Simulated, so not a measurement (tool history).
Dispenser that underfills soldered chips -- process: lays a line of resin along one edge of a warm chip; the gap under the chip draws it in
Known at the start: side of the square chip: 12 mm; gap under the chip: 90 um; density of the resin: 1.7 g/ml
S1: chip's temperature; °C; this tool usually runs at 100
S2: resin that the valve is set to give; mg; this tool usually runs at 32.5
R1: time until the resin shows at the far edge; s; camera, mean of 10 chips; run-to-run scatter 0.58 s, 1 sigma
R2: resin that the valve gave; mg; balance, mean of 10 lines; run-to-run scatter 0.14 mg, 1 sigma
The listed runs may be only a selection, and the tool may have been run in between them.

Run 1, hour 0: usual settings. Result: R1 73.3 s, R2 31.02 mg.
Run 2, hour 3.9: usual settings. Result: R1 95.9 s, R2 30.89 mg.
Run 3, hour 11.3: usual settings. Result: R1 65.4 s, R2 31 mg.
Run 4, hour 18.3: usual settings but S1 114 °C. Result: R1 61.7 s, R2 30.92 mg.
Run 5, hour 26.6: usual settings but S2 29.5 mg. Result: R1 80.8 s, R2 27.78 mg.
Run 6, hour 31.7: usual settings but S2 29.5 mg. Result: R1 116.4 s, R2 27.9 mg.
Run 7, hour 36.2: usual settings but S2 32.7 mg. Result: R1 64.5 s, R2 30.71 mg.
Run 8, hour 42.6: usual settings but S1 98 °C, S2 35.1 mg. Result: R1 104.6 s, R2 32.53 mg.
Run 9, hour 50.1: usual settings but S1 98 °C, S2 35.1 mg. Result: R1 69 s, R2 35.03 mg.
Run 10, hour 55.1: usual settings but S1 112 °C, S2 40.9 mg. Result: R1 53.3 s, R2 40.78 mg.
Run 11, hour 62.3: usual settings but S1 112 °C, S2 30.5 mg. Result: R1 36.8 s, R2 30.19 mg.
Run 12, hour 66.7: usual settings but S1 92 °C. Result: R1 113.1 s, R2 32.32 mg.
Run 13, hour 73.6: usual settings but S1 92 °C. Result: R1 77.8 s, R2 32.1 mg.

Missing from the log above: 7 entries noted between runs. For each, name the pair of listed runs it sits between and say how the tool's hidden condition differs from the listed run just before to the listed run just after:
Run 2 -> run 3: new syringe of resin (hour 7.9)
  resin's viscosity, % of fresh resin's: 181.3 -> 125.1; dose that the valve gives, % of what is set: 95.78 -> 95.33; true chip temperature over the reading, C: -1.47 -> -1.5
  measured result minus the result with no hidden state, R1: +46.9 -> +16.7 s; R2: -1.37 -> -1.52 mg
Run 4 -> run 5: new syringe of resin (hour 21)
  resin's viscosity, % of fresh resin's: 203.8 -> 146.5; dose that the valve gives, % of what is set: 94.86 -> 94.36; true chip temperature over the reading, C: -1.52 -> -1.56
  measured result minus the result with no hidden state, R1: +33.4 -> +29.9 s; R2: -1.67 -> -1.66 mg
Run 6 -> run 7: new syringe of resin (hour 33.8)
  resin's viscosity, % of fresh resin's: 208.7 -> 118.2; dose that the valve gives, % of what is set: 94.02 -> 93.75; true chip temperature over the reading, C: -1.58 -> -1.59
  measured result minus the result with no hidden state, R1: +65.2 -> +14.1 s; R2: -1.77 -> -2.05 mg
Run 8 -> run 9: new syringe of resin (hour 46.6); dispensing valve cleaned and set on the balance (hour 48.4)
  resin's viscosity, % of fresh resin's: 184.2 -> 120.4; dose that the valve gives, % of what is set: 93.31 -> 99.93; true chip temperature over the reading, C: -1.62 -> -1.64
  measured result minus the result with no hidden state, R1: +52.2 -> +15.5 s; R2: -2.34 -> -0.02 mg
Run 10 -> run 11: new syringe of resin (hour 60.4)
  resin's viscosity, % of fresh resin's: 170.1 -> 110.8; dose that the valve gives, % of what is set: 99.59 -> 99.15; true chip temperature over the reading, C: -1.66 -> -1.69
  measured result minus the result with no hidden state, R1: +24.1 -> +5.8 s; R2: -0.17 -> -0.26 mg
Run 12 -> run 13: new syringe of resin (hour 73)
  resin's viscosity, % of fresh resin's: 150.2 -> 104.8; dose that the valve gives, % of what is set: 98.86 -> 98.45; true chip temperature over the reading, C: -1.7 -> -1.73
  measured result minus the result with no hidden state, R1: +43.2 -> +9.3 s; R2: -0.38 -> -0.51 mg
